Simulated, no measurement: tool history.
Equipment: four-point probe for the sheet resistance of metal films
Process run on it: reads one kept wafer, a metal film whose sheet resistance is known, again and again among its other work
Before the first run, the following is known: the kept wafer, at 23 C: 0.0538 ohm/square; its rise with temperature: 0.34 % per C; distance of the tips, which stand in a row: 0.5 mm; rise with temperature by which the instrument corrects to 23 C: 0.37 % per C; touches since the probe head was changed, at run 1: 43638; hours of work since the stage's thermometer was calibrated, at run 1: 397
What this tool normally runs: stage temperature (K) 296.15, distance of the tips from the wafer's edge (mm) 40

| run | hour | stage temperature (K) | distance of the tips from the wafer's edge (mm) | touches since the probe head was changed | hours of work since the stage's thermometer was calibrated | sheet resistance as the instrument gives it (ohm/square) |
|---|---|---|---|---|---|---|
| 1 | 0.0 | 296.15 | 40 | 43638 | 397 | 0.053746 |
| 2 | 14.1 | 293.15 | 40 | 44117 | 408 | 0.053801 |
| 3 | 28.2 | 293.15 | 40 | 44598 | 418 | 0.053785 |
| 4 | 37.6 | 296.15 | 40 | 44917 | 425 | 0.053739 |
| 5 | 47.7 | 296.15 | 40 | 45264 | 432 | 0.053740 |
| 6 | 63.7 | 296.15 | 40 | 45807 | 444 | 0.053751 |
| 7 | 73.1 | 296.15 | 11 | 46126 | 450 | 0.053789 |
| 8 | 84.4 | 296.15 | 11 | 46512 | 459 | 0.053782 |
| 9 | 94.7 | 296.15 | 5 | 46863 | 466 | 0.054023 |
| 10 | 111.0 | 296.15 | 5 | 47418 | 478 | 0.053996 |
|  | 113.3 | stage's thermometer calibrated |
| 11 | 128.8 | 296.15 | 5 | 48004 | 11 | 0.054001 |
| 12 | 139.9 | 296.15 | 5 | 48384 | 19 | 0.054005 |
| 13 | 154.1 | 296.15 | 55 | 48867 | 30 | 0.053692 |
| 14 | 169.5 | 296.15 | 55 | 49393 | 41 | 0.053702 |
| 15 | 180.9 | 296.15 | 55 | 49779 | 49 | 0.053710 |
| 16 | 198.7 | 296.15 | 55 | 50387 | 62 | 0.053696 |
| 17 | 207.7 | 296.15 | 55 | 50691 | 68 | 0.053688 |
| 18 | 216.1 | 299.15 | 17 | 50978 | 74 | 0.053677 |
|  | 221.1 | stage's thermometer calibrated, once more |
| 19 | 233.5 | 299.15 | 5 | 51553 | 9 | 0.053961 |
| 20 | 245.4 | 292.15 | 41 | 51959 | 18 | 0.053775 |
| 21 | 253.7 | 292.15 | 41 | 52241 | 24 | 0.053764 |
| 22 | 270.4 | 304.15 | 10 | 52808 | 36 | 0.053639 |
| 23 | 284.6 | 293.15 | 35 | 53294 | 46 | 0.053757 |
| 24 | 294.8 | 291.15 | 67 | 53642 | 53 | 0.053762 |
| 25 | 307.8 | 291.15 | 6 | 54084 | 63 | 0.053965 |
| 26 | 320.9 | 305.15 | 8 | 54529 | 72 | 0.053683 |
| 27 | 331.2 | 305.15 | 8 | 54881 | 80 | 0.053694 |
| 28 | 348.1 | 293.15 | 8 | 55455 | 92 | 0.053811 |
| 29 | 366.6 | 293.15 | 5 | 56085 | 105 | 0.054001 |
| 30 | 381.7 | 293.15 | 10 | 56598 | 116 | 0.053780 |
| 31 | 395.1 | 293.15 | 10 | 57056 | 126 | 0.053783 |
| 32 | 411.1 | 294.15 | 5 | 57601 | 138 | 0.053971 |
| 33 | 428.6 | 294.15 | 5 | 58195 | 150 | 0.053978 |
| 34 | 442.5 | 291.15 | 17 | 58667 | 160 | 0.053742 |

Across each entry between runs, compare the hidden state at the last listed run before it with the hidden state at the first listed run after it:
Runs 10 to 11: stage's thermometer calibrated (hour 113.3)
  inner tips' distance over the nominal, %: -0.117 -> -0.122; wafer's true temperature over the reading, C: -0.08 -> -0.14
  measured minus no-state result, sheet resistance as the instrument gives it (ohm/square): -0.000083 -> -0.000097
Runs 18 to 19: stage's thermometer calibrated, once more (hour 221.1)
  inner tips' distance over the nominal, %: -0.151 -> -0.156; tips' flats over new ones', %: 63 -> 64; wafer's true temperature over the reading, C: -0.16 -> 0
  measured minus no-state result, sheet resistance as the instrument gives it (ohm/square): -0.000117 -> -0.000092

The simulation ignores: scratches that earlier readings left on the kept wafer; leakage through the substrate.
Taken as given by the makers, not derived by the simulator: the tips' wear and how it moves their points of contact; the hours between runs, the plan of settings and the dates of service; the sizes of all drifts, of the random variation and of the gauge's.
